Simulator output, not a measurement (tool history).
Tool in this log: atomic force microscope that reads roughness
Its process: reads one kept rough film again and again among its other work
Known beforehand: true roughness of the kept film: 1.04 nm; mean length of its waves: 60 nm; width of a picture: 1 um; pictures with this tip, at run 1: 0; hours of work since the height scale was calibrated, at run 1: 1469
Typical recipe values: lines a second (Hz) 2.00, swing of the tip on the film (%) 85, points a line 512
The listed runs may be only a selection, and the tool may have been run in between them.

run    hour  lines a second (Hz)  swing of the tip on the film (%)  points a line  pictures with this tip  hours of work since the height scale was calibrated  roughness of the kept film (nm (root mean square))
  1     0.0                 2.00                                85            512                       0                                                 1469                                              0.9332
  2    29.9                 2.00                                85            512                      39                                                 1490                                              0.9324
  3    78.0                 2.00                                85            512                     103                                                 1524                                              0.9300
  4   133.6                 2.00                                85            512                     178                                                 1563                                              0.9264
  5   189.2                 2.00                                85            512                     252                                                 1602                                              0.9245
  6   239.4                 1.18                                85            512                     318                                                 1637                                              0.9622
      279.4  -- new tip fitted
  7   287.4                 1.18                                85            512                      11                                                 1670                                              0.9780
  8   314.8                 1.18                                85            512                      47                                                 1689                                              0.9757
  9   348.8                 1.18                                85            512                      93                                                 1713                                              0.9742
 10   390.9                 1.18                                85            512                     149                                                 1743                                              0.9732
 11   422.5                 1.18                                85            512                     191                                                 1765                                              0.9701
 12   456.1                 2.00                                85            512                     235                                                 1788                                              0.9247
 13   489.6                 2.00                                85            512                     280                                                 1812                                              0.9254
 14   514.1                 2.00                                85            512                     313                                                 1829                                              0.9242
 15   545.2                 1.68                                85            512                     354                                                 1851                                              0.9381
      558.4  -- new tip fitted
 16   585.4                 1.68                                73            512                      36                                                 1878                                              0.9923
 17   628.3                 2.00                                85            512                      93                                                 1908                                              0.9346
 18   669.2                 2.00                                85            512                     148                                                 1937                                              0.9314
 19   715.8                 2.00                                85            512                     210                                                 1970                                              0.9291
 20   769.5                 2.00                                85            512                     281                                                 2007                                              0.9263
 21   807.0                 2.00                                85            512                     331                                                 2034                                              0.9247
 22   833.3                 2.00                                85            658                     366                                                 2052                                              0.9226
      837.0  -- new tip fitted
 23   887.5                 2.00                                85            658                      68                                                 2090                                              0.9365
 24   924.4                 2.00                                85            658                     117                                                 2115                                              0.9365
 25   953.7                 3.53                                85            658                     156                                                 2136                                              0.8635
 26   990.2                 2.00                                85            512                     205                                                 2162                                              0.9310
 27  1023.0                 0.73                                59            604                     248                                                 2184                                              1.0283
 28  1048.0                 1.31                                65            470                     281                                                 2202                                              1.0117
 29  1106.0                 2.00                                64            344                     359                                                 2243                                              0.9968
     1115.7  -- new tip fitted
 30  1133.6                 3.11                                71            688                      24                                                 2262                                              0.9646
 31  1173.7                 1.71                                84            706                      77                                                 2290                                              0.9560
 32  1223.5                 1.61                                88            512                     144                                                 2325                                              0.9417
 33  1257.6                 1.61                                88            512                     189                                                 2348                                              0.9396
 34  1303.9                 2.00                                57            512                     251                                                 2381                                              1.0155
 35  1352.9                 2.00                                58            512                     316                                                 2415                                              1.0096
 36  1388.3                 2.00                                58            512                     363                                                 2440                                              1.0101
     1397.8  -- new tip fitted
 37  1416.7                 2.00                                58            512                      25                                                 2459                                              1.0237
 38  1450.9                 3.97                                88            587                      71                                                 2483                                              0.8271
 39  1493.2                 3.97                                88            587                     127                                                 2513                                              0.8261
 40  1538.9                 3.97                                88            587                     188                                                 2545                                              0.8249
 41  1564.2                 2.56                                85            289                     222                                                 2563                                              0.9054
 42  1597.0                 1.92                                85            748                     265                                                 2586                                              0.9371
 43  1638.6                 1.92                                70            918                     321                                                 2615                                              0.9879
     1678.2  -- new tip fitted
 44  1699.0                 1.92                                70            918                      28                                                 2657                                              1.0037
 45  1744.0                 1.92                                70            918                      88                                                 2688                                              0.9990
 46  1782.4                 1.92                                70            918                     139                                                 2715                                              0.9998
 47  1808.5                 1.10                                85            512                     173                                                 2733                                              0.9827
 48  1867.0                 2.00                                88            387                     251                                                 2774                                              0.9190
 49  1913.4                 2.00                                88            387                     313                                                 2807                                              0.9186
     1956.7  -- new tip fitted
 50  1956.7                 2.39                                90            512                       0                                                 2837                                              0.8976
 51  1990.4                 0.99                                70            296                      45                                                 2861                                              1.0242
 52  2034.0                 1.00                                64            880                     103                                                 2891                                              1.0330

Selected run-to-run steps in roughness of the kept film (nm (root mean square)), each split into two signed amounts: the part the tool would show with no hidden state at all (from settings, incoming material and random variation), and the remainder, which goes to the hidden state together with any gauge scatter not common to the measured and the hidden-state-free results:
What the log doesn't record here: radius of the tip, nm; height scale over the true one, %; drift of the gauge itself on roughness_nm, %.
Run 6 -> 7: new tip fitted. roughness of the kept film (nm (root mean square)) +0.0158: hidden state +0.0134, all else +0.0024.
Run 15 -> 16: swing of the tip on the film (%) 85 -> 73, new tip fitted. roughness of the kept film (nm (root mean square)) +0.0542: hidden state +0.0141, all else +0.0401.
Run 26 -> 27: lines a second (Hz) 2.00 -> 0.73, swing of the tip on the film (%) 85 -> 59, points a line 512 -> 604. roughness of the kept film (nm (root mean square)) +0.0973: hidden state -0.0008, all else +0.0981.
Run 36 -> 37: new tip fitted. roughness of the kept film (nm (root mean square)) +0.0136: hidden state +0.0160, all else -0.0024.
Run 37 -> 38: lines a second (Hz) 2.00 -> 3.97, swing of the tip on the film (%) 58 -> 88, points a line 512 -> 587. roughness of the kept film (nm (root mean square)) -0.1966: hidden state -0.0054, all else -0.1912.
Run 50 -> 51: lines a second (Hz) 2.39 -> 0.99, swing of the tip on the film (%) 90 -> 70, points a line 512 -> 296. roughness of the kept film (nm (root mean square)) +0.1266: hidden state +0.0014, all else +0.1252.
